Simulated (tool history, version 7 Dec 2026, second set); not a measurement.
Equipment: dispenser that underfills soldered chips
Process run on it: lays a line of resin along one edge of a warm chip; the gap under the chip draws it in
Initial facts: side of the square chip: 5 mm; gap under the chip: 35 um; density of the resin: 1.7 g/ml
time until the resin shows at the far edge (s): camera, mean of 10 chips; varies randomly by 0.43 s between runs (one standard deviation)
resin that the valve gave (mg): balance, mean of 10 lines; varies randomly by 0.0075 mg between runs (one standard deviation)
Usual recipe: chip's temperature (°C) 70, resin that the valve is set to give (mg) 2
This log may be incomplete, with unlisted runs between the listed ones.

run	day	chip's temperature (°C)	resin that the valve is set to give (mg)	time until the resin shows at the far edge (s)	resin that the valve gave (mg)
1	0	70	2	43.3	1.94
# day 0.196: new syringe of resin
2	0.225	70	2	31.6	1.949
3	0.433	70	2	38.2	1.933
4	0.592	70	2	44.8	1.918
# day 0.717: new syringe of resin
5	0.771	70	2	32	1.928
6	0.988	70	2	39.6	1.928
# day 1.242: new syringe of resin
7	1.25	70	2.33	29.7	2.228
8	1.396	70	2.33	34	2.23
9	1.633	64	2.09	56.5	2.003
# day 1.767: new syringe of resin
10	1.867	84	1.88	20.1	1.8
# day 2.067: dispensing valve cleaned and set on the balance
11	2.142	56	2.03	76.3	2.018
# day 2.333: new syringe of resin
12	2.354	67	2.44	34.8	2.425
13	2.546	68	2.44	39.8	2.434
14	2.738	59	1.85	74	1.842
# day 2.854: new syringe of resin
15	2.962	69	2.02	35	2.003

Some steps in time until the resin shows at the far edge (s), run to run, broken into two amounts with sign: the step expected even without the hidden condition (settings, incoming material, random variation), and the rest, left for the hidden condition together with whatever gauge scatter is not in both the measured and the hidden-condition-free result:
The tool's hidden condition here consists of: resin's viscosity, % of fresh resin's; dose that the valve gives, % of what is set; true chip temperature over the reading, C; drift of the gauge itself on fill_s, %; drift of the gauge itself on given_mg, %.
Run 10 -> 11: chip's temperature (°C) 84 -> 56, resin that the valve is set to give (mg) 1.88 -> 2.03, dispensing valve cleaned and set on the balance. time until the resin shows at the far edge (s) +56.2: hidden state +17.6, all else +38.6.
Run 14 -> 15: chip's temperature (°C) 59 -> 69, resin that the valve is set to give (mg) 1.85 -> 2.02, new syringe of resin. time until the resin shows at the far edge (s) -39: hidden state -20.2, all else -18.8.

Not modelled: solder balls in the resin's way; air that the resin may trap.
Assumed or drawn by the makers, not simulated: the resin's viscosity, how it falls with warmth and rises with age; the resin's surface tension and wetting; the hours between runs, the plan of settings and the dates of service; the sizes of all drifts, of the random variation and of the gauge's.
